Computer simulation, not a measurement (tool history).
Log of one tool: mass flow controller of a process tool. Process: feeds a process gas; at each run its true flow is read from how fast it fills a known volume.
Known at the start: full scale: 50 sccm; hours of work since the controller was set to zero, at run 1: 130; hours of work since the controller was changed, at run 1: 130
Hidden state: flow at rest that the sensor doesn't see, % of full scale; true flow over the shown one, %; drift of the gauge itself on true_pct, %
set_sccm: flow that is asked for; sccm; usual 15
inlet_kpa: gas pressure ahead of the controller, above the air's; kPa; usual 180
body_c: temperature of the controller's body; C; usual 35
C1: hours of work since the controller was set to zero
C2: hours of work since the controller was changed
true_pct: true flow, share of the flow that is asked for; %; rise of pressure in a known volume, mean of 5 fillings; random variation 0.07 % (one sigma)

run 1 hour=0 | set_sccm=15 inlet_kpa=180 body_c=35 | C1=130 C2=130 | true_pct=99.17
run 2 hour=118.5 | set_sccm=15 inlet_kpa=180 body_c=24 | C1=170 C2=170 | true_pct=98.91
run 3 hour=227.6 | set_sccm=15 inlet_kpa=180 body_c=24 | C1=207 C2=207 | true_pct=98.85
run 4 hour=316.6 | set_sccm=15 inlet_kpa=180 body_c=24 | C1=238 C2=238 | true_pct=99.03
run 5 hour=440.8 | set_sccm=15 inlet_kpa=174 body_c=35 | C1=280 C2=280 | true_pct=99.05
run 6 hour=576.8 | set_sccm=15 inlet_kpa=174 body_c=35 | C1=326 C2=326 | true_pct=99.2
run 7 hour=680.9 | set_sccm=15 inlet_kpa=174 body_c=35 | C1=362 C2=362 | true_pct=99.22
run 8 hour=766.9 | set_sccm=15 inlet_kpa=180 body_c=35 | C1=391 C2=391 | true_pct=99.21
run 9 hour=838.5 | set_sccm=15 inlet_kpa=180 body_c=35 | C1=415 C2=415 | true_pct=99.33
run 10 hour=957.5 | set_sccm=12 inlet_kpa=180 body_c=35 | C1=456 C2=456 | true_pct=99.25
run 11 hour=1022.2 | set_sccm=12 inlet_kpa=180 body_c=35 | C1=478 C2=478 | true_pct=99.34
run 12 hour=1138.3 | set_sccm=12 inlet_kpa=180 body_c=35 | C1=517 C2=517 | true_pct=99.3
run 13 hour=1267 | set_sccm=12 inlet_kpa=180 body_c=35 | C1=561 C2=561 | true_pct=99.26
run 14 hour=1352 | set_sccm=12 inlet_kpa=180 body_c=35 | C1=590 C2=590 | true_pct=99.35
run 15 hour=1444.9 | set_sccm=6 inlet_kpa=180 body_c=35 | C1=622 C2=622 | true_pct=99.62
run 16 hour=1524 | set_sccm=15 inlet_kpa=180 body_c=35 | C1=648 C2=648 | true_pct=99.34
run 17 hour=1583.7 | set_sccm=41 inlet_kpa=180 body_c=35 | C1=669 C2=669 | true_pct=99.87
run 18 hour=1704.8 | set_sccm=41 inlet_kpa=180 body_c=35 | C1=710 C2=710 | true_pct=99.79
run 19 hour=1824.2 | set_sccm=15 inlet_kpa=180 body_c=35 | C1=751 C2=751 | true_pct=99.29
run 20 hour=1962.5 | set_sccm=15 inlet_kpa=180 body_c=35 | C1=798 C2=798 | true_pct=99.28
run 21 hour=2038.2 | set_sccm=15 inlet_kpa=180 body_c=35 | C1=823 C2=823 | true_pct=99.33
run 22 hour=2115.2 | set_sccm=15 inlet_kpa=180 body_c=35 | C1=850 C2=850 | true_pct=99.41
-- hour=2122.8 controller's zero set anew
run 23 hour=2249.6 | set_sccm=15 inlet_kpa=180 body_c=22 | C1=43 C2=895 | true_pct=99.2
run 24 hour=2333.7 | set_sccm=27 inlet_kpa=180 body_c=35 | C1=72 C2=924 | true_pct=99.67
run 25 hour=2418.5 | set_sccm=27 inlet_kpa=180 body_c=35 | C1=101 C2=953 | true_pct=99.57
run 26 hour=2505.7 | set_sccm=27 inlet_kpa=180 body_c=37 | C1=130 C2=982 | true_pct=99.44
run 27 hour=2615.4 | set_sccm=18 inlet_kpa=224 body_c=35 | C1=168 C2=1020 | true_pct=99.45
run 28 hour=2701.2 | set_sccm=12 inlet_kpa=224 body_c=24 | C1=197 C2=1049 | true_pct=99.28
-- hour=2757.6 controller's zero set anew, once more
run 29 hour=2789.9 | set_sccm=7 inlet_kpa=180 body_c=23 | C1=11 C2=1079 | true_pct=98.33
run 30 hour=2880.6 | set_sccm=7 inlet_kpa=180 body_c=23 | C1=42 C2=1110 | true_pct=98.25
run 31 hour=2988.4 | set_sccm=20 inlet_kpa=152 body_c=23 | C1=79 C2=1146 | true_pct=98.65
run 32 hour=3110.6 | set_sccm=20 inlet_kpa=152 body_c=23 | C1=120 C2=1188 | true_pct=98.8
run 33 hour=3190.7 | set_sccm=17 inlet_kpa=151 body_c=33 | C1=147 C2=1215 | true_pct=98.94
run 34 hour=3266.5 | set_sccm=23 inlet_kpa=151 body_c=21 | C1=173 C2=1241 | true_pct=98.87
run 35 hour=3365.7 | set_sccm=6 inlet_kpa=250 body_c=21 | C1=207 C2=1275 | true_pct=98.29
run 36 hour=3424.1 | set_sccm=46 inlet_kpa=165 body_c=21 | C1=227 C2=1295 | true_pct=99.45
run 37 hour=3550.9 | set_sccm=15 inlet_kpa=173 body_c=23 | C1=270 C2=1338 | true_pct=98.43
run 38 hour=3651.9 | set_sccm=11 inlet_kpa=180 body_c=30 | C1=304 C2=1372 | true_pct=98.66
run 39 hour=3778.5 | set_sccm=15 inlet_kpa=207 body_c=35 | C1=347 C2=1415 | true_pct=98.74
run 40 hour=3853.7 | set_sccm=37 inlet_kpa=142 body_c=35 | C1=373 C2=1441 | true_pct=99.49
run 41 hour=3925.9 | set_sccm=38 inlet_kpa=169 body_c=35 | C1=397 C2=1465 | true_pct=99.47
run 42 hour=4057.3 | set_sccm=7 inlet_kpa=183 body_c=32 | C1=442 C2=1510 | true_pct=98.8
run 43 hour=4164 | set_sccm=7 inlet_kpa=183 body_c=24 | C1=478 C2=1546 | true_pct=98.66
run 44 hour=4265.2 | set_sccm=16 inlet_kpa=180 body_c=39 | C1=513 C2=1581 | true_pct=99.04
run 45 hour=4361.6 | set_sccm=8 inlet_kpa=180 body_c=38 | C1=546 C2=1614 | true_pct=98.98
run 46 hour=4461.4 | set_sccm=15 inlet_kpa=225 body_c=35 | C1=580 C2=1647 | true_pct=98.68
run 47 hour=4518.2 | set_sccm=21 inlet_kpa=191 body_c=35 | C1=599 C2=1667 | true_pct=99

Forecast each of these 4 alternatives for the next run:
run A hour=4644.5 | set_sccm=15 inlet_kpa=180 body_c=31 | C1=642 C2=1710 | true_pct=?
run B hour=4644.5 | set_sccm=10 inlet_kpa=234 body_c=21 | C1=642 C2=1710 | true_pct=?
run C hour=4644.5 | set_sccm=35 inlet_kpa=197 body_c=23 | C1=642 C2=1710 | true_pct=?
run D hour=4644.5 | set_sccm=9 inlet_kpa=145 body_c=35 | C1=642 C2=1710 | true_pct=?

run=A true_pct=98.77
run=B true_pct=98.52
run=C true_pct=99
run=D true_pct=99.08
Without the tool's hidden state the same runs would have given:
run=A true_pct=99.1
run=B true_pct=98.7
run=C true_pct=99.52
run=D true_pct=99.21

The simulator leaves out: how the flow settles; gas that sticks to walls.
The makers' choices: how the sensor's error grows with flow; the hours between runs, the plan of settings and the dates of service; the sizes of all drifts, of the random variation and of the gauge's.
